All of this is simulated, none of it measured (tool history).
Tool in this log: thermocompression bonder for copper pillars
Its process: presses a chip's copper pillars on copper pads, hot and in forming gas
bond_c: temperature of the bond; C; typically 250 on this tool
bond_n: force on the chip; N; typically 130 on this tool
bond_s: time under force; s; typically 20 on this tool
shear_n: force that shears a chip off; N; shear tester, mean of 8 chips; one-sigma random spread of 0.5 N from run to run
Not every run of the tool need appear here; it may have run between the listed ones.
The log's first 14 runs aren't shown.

run   hour  bond_c  bond_n  bond_s  shear_n
 15  126.6     270     130      20     76.6
 16  132.2     270     192      20       93
 17  137.6     239     101      28     43.3
     142.5  -- forming gas filter changed
 18  148.1     239     101      28     45.1
     150.2  -- force cell calibrated
 19  159.1     222     124      18     30.8
 20  168.7     273     160      10     75.5
 21  175.3     273     160      10     74.7
 22  183.5     266     116      10     54.5
 23  194.2     250     148      27     70.8
 24  199.5     250     148      27       69
       205  -- force cell calibrated, once more
 25  208.5     250     130      39     74.7
 26  217.7     250     132      20     58.8
 27  227.8     250     130      37     72.2
 28  237.6     250     130      37     71.8
 29  246.4     250     130      22     60.1

Predict the results of run 30:
 30  257.9     250      90      20        ?

{"run 30": {"shear_n": 44.8}}
The same run, on a tool lacking any hidden state, would have yielded shear_n 43.7 N.
